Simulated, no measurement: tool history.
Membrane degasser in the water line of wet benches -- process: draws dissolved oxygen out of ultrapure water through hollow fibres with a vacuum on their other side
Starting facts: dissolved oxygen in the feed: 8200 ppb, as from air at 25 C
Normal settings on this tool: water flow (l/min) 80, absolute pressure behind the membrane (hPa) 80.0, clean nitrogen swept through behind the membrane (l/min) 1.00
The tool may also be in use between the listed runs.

run,hour,water flow (l/min),absolute pressure behind the membrane (hPa),clean nitrogen swept through behind the membrane (l/min),dissolved oxygen in the water behind the degasser (ppb),pressure that the water loses in the fibres (hPa)
1,0.0,80,80.0,1.00,725.5,629.3
# hour 75.7: vacuum gauge calibrated
2,232.5,80,80.0,2.08,478.6,631.1
3,402.0,102,80.0,1.00,918.4,806.1
4,707.6,102,80.0,1.00,932.1,805.5
5,867.6,80,80.0,1.00,733.5,636.5
# hour 1108.6: vacuum gauge calibrated, once more
6,1157.3,80,80.0,1.00,710.6,641.2
7,1359.6,80,80.0,1.00,703.3,639.0
8,1586.3,80,80.0,1.00,702.4,639.7
9,1883.2,80,80.0,1.00,700.3,641.8
10,2138.2,80,80.0,1.00,708.8,641.5
# hour 2186.4: seals of the vacuum lines changed
11,2390.8,80,80.0,1.00,704.3,644.5
12,2590.0,80,80.0,1.00,707.4,650.9
13,2764.3,80,80.0,2.76,398.4,647.9
14,2902.2,80,80.0,2.76,404.5,650.3
15,3042.2,80,80.0,1.00,706.1,649.6
16,3213.5,80,80.0,1.00,714.6,648.6
17,3350.3,77,105.5,0.58,1299.8,623.5
18,3517.9,96,105.5,1.34,1022.3,782.0
19,3815.3,96,105.5,1.34,1020.9,787.8
20,4081.3,80,132.3,0.80,1476.2,654.1
21,4319.7,80,164.1,1.19,1468.3,657.8
22,4586.1,77,180.2,0.90,1829.6,636.0
23,4867.2,77,180.2,0.90,1841.7,635.2
24,5030.4,77,87.8,2.19,498.4,635.9
25,5214.1,77,87.8,2.19,498.2,639.5
26,5512.2,48,98.7,1.00,611.9,400.4
27,5744.4,113,98.7,1.99,953.5,943.5
28,6049.4,96,131.0,1.00,1520.1,803.0
29,6290.8,76,80.0,1.58,540.1,636.0
30,6580.3,76,80.0,1.58,539.0,640.2
31,6759.8,92,112.9,1.00,1237.9,775.1
32,6935.8,92,112.9,1.00,1251.2,778.9

How would selected steps in dissolved oxygen in the water behind the degasser (ppb) from run to run divide? Give the signed amount a tool lacking its hidden state would still show from settings, what came in and random variation, and the signed amount left for the hidden state, including any gauge scatter that is not in both of the compared results.
The tool's hidden condition here consists of: membrane still open, %; true pressure behind the membrane over the reading, kPa; air that leaks in behind the membrane, l/min; drift of the gauge itself on oxygen_ppb, %; drift of the gauge itself on loss_of_pressure_kpa, %.
Run 5 -> 6: vacuum gauge calibrated, once more. dissolved oxygen in the water behind the degasser (ppb) -22.9: hidden state -36.1, all else +13.2.
Run 23 -> 24: absolute pressure behind the membrane (hPa) 180.2 -> 87.8, clean nitrogen swept through behind the membrane (l/min) 0.90 -> 2.19. dissolved oxygen in the water behind the degasser (ppb) -1343.3: hidden state +8.9, all else -1352.2.
Run 26 -> 27: water flow (l/min) 48 -> 113, clean nitrogen swept through behind the membrane (l/min) 1.00 -> 1.99. dissolved oxygen in the water behind the degasser (ppb) +341.6: hidden state +44.5, all else +297.1.
Run 27 -> 28: water flow (l/min) 113 -> 96, absolute pressure behind the membrane (hPa) 98.7 -> 131.0, clean nitrogen swept through behind the membrane (l/min) 1.99 -> 1.00. dissolved oxygen in the water behind the degasser (ppb) +566.6: hidden state -16.2, all else +582.8.
Run 28 -> 29: water flow (l/min) 96 -> 76, absolute pressure behind the membrane (hPa) 131.0 -> 80.0, clean nitrogen swept through behind the membrane (l/min) 1.00 -> 1.58. dissolved oxygen in the water behind the degasser (ppb) -980.0: hidden state -6.2, all else -973.8.
Run 30 -> 31: water flow (l/min) 76 -> 92, absolute pressure behind the membrane (hPa) 80.0 -> 112.9, clean nitrogen swept through behind the membrane (l/min) 1.58 -> 1.00. dissolved oxygen in the water behind the degasser (ppb) +698.9: hidden state +9.2, all else +689.7.

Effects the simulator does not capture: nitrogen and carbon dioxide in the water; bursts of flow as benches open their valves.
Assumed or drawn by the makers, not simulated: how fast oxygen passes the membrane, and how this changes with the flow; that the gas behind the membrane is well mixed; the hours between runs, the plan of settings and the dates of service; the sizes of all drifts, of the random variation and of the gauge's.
